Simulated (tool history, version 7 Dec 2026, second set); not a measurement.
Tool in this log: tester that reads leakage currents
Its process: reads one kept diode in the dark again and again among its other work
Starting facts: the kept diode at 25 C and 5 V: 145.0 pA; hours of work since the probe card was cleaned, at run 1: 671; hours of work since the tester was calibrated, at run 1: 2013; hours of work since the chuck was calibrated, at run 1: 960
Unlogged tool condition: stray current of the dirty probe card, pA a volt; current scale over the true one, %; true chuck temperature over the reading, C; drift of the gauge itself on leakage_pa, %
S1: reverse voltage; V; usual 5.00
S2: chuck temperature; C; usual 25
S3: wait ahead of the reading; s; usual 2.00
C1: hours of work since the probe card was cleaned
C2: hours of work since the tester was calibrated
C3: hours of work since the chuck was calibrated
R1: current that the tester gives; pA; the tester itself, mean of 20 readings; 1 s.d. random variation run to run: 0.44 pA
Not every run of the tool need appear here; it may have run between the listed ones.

| run | day | S1 | S2 | S3 | C1 | C2 | C3 | R1 |
|---|---|---|---|---|---|---|---|---|
| 1 | 0.000 | 5.00 | 25 | 2.00 | 671 | 2013 | 960 | 154.78 |
| 2 | 4.917 | 5.00 | 25 | 2.86 | 735 | 2077 | 1024 | 154.98 |
| 3 | 7.975 | 5.00 | 25 | 2.86 | 775 | 2117 | 1064 | 156.15 |
|  | 9.908 | chuck's temperature calibrated |
| 4 | 11.904 | 5.00 | 25 | 2.86 | 826 | 2168 | 26 | 150.23 |
|  | 15.296 | tester calibrated |
| 5 | 15.583 | 5.00 | 25 | 2.26 | 873 | 4 | 73 | 152.08 |
| 6 | 18.808 | 5.00 | 25 | 2.26 | 915 | 46 | 116 | 153.54 |
| 7 | 24.142 | 5.00 | 25 | 2.26 | 985 | 116 | 185 | 154.18 |
| 8 | 28.296 | 4.36 | 25 | 2.26 | 1039 | 170 | 240 | 146.95 |
| 9 | 32.967 | 4.36 | 25 | 2.26 | 1101 | 232 | 301 | 148.12 |
| 10 | 38.433 | 4.36 | 25 | 2.26 | 1172 | 303 | 373 | 148.83 |
| 11 | 43.371 | 5.00 | 25 | 2.00 | 1237 | 368 | 438 | 157.88 |
| 12 | 47.958 | 5.00 | 25 | 2.00 | 1297 | 428 | 498 | 158.00 |
| 13 | 50.825 | 5.00 | 25 | 2.00 | 1335 | 466 | 535 | 159.46 |
| 14 | 54.279 | 5.00 | 25 | 2.00 | 1380 | 511 | 581 | 158.99 |
| 15 | 58.692 | 5.00 | 25 | 6.45 | 1438 | 569 | 638 | 159.38 |
| 16 | 63.546 | 5.00 | 49 | 2.00 | 1502 | 632 | 702 | 1309.78 |
| 17 | 68.046 | 7.13 | 25 | 2.00 | 1561 | 691 | 761 | 187.24 |
| 18 | 70.375 | 7.13 | 25 | 2.00 | 1591 | 722 | 791 | 186.42 |
| 19 | 72.954 | 12.23 | 25 | 2.00 | 1625 | 756 | 825 | 235.78 |
| 20 | 76.054 | 12.23 | 25 | 2.00 | 1665 | 796 | 866 | 235.72 |
| 21 | 80.312 | 12.23 | 25 | 2.00 | 1721 | 852 | 922 | 237.08 |
| 22 | 82.608 | 12.23 | 25 | 2.00 | 1751 | 882 | 952 | 237.62 |
|  | 83.642 | probe card cleaned and baked |
| 23 | 87.588 | 12.23 | 25 | 2.00 | 52 | 946 | 1015 | 210.49 |
|  | 93.054 | chuck's temperature calibrated |
| 24 | 93.054 | 5.00 | 21 | 1.73 | 122 | 1017 | 0 | 100.75 |
| 25 | 97.038 | 8.55 | 36 | 1.73 | 175 | 1069 | 52 | 496.91 |
| 26 | 102.638 | 1.08 | 25 | 1.23 | 248 | 1142 | 126 | 87.64 |

Forecast run 27:
| 27 | 108.104 | 1.08 | 25 | 1.23 | 320 | 1214 | 197 | ? |

{"run 27": {"R1": 88.79}}
Were there no unlogged condition in the tool, this run, its random variation unchanged, would have produced R1 86.67 pA.

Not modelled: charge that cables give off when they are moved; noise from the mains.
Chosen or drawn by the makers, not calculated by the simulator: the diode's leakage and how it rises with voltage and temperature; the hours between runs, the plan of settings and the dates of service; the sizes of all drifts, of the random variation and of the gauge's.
